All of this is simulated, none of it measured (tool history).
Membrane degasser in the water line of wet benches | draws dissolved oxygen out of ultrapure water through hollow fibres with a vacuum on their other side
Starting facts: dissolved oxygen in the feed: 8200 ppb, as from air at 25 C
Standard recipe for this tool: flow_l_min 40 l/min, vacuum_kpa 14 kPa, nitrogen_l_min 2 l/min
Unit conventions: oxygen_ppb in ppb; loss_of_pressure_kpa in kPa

run      day  flow_l_min  vacuum_kpa  nitrogen_l_min  oxygen_ppb  loss_of_pressure_kpa
  1        0          40          14               2       746.6                 64.63
  2    6.096          28          14               2       471.7                 45.81
  3   13.188          28          14               2       470.3                 45.77
  4   22.838          28          14               2       470.2                  45.3
  5   30.712          28          14               2       479.1                 45.44
  6   35.488          40          14               2       745.2                 64.96
  7   40.917          40          14               2         744                 65.12
  8   50.138          40          14               2       743.8                 65.19
  9     56.8          40          14               2       748.2                 64.52
 10   65.888          40          14               2       753.7                 64.51
 11   73.533          40        12.9               2       713.8                 64.36
 12   82.546          40        12.9               2       701.1                  64.5
 13   88.933          40          14               2       739.7                 63.98
 14   95.267          40          14               2       751.3                 64.09
 15  104.254          40          14               2       756.8                 64.34
 16  108.912          40          14               2         747                 64.39
 17  116.321          27          14            2.61       384.6                 43.21
 18  120.733          64          14            4.07      1056.4                101.52
 19  125.142          39        14.6            1.37       902.6                 62.21
 20  132.125          39        14.6            1.37       911.6                 62.14
 21  138.788          40        11.3             3.8       508.2                 63.54
 22  143.629          44        29.4               2      1422.6                 70.21
 23  148.846          40        14.6            2.05       774.6                 63.51
 24  153.433          50        31.7             2.6      1456.1                 79.73
 25  158.988          40        16.9               2       861.9                 63.62
     164.796  -- gauge calibrated
 26  166.575          40        16.9               2       848.6                 65.47
 27  172.312          40        16.3            3.61       625.1                 65.26
 28  179.004          40        16.3            3.61       622.1                 65.09
 29  188.488          40        16.3            3.61       622.1                 65.33
 30  196.942          40        16.3             1.3      1055.4                 65.05
 31  203.083          47        27.9               2      1452.8                 76.33

Each row is a separate what-if for the run after 31, all from the same tool condition, not one after another. Results?
  A  212.288          25        11.5            1.19           ?                     ?
  B  212.288          49        33.8            1.32           ?                     ?
  C  212.288          27        13.3            3.92           ?                     ?

run  oxygen_ppb  loss_of_pressure_kpa
  A       476.4                 40.52
  B      2160.5                 79.03
  C       289.6                 44.24
Take away the tool's hidden state, keep each run's random variation, and the runs would have read:
run  oxygen_ppb  loss_of_pressure_kpa
  A       475.2                  40.8
  B      2158.5                 79.59
  C       288.6                 44.55
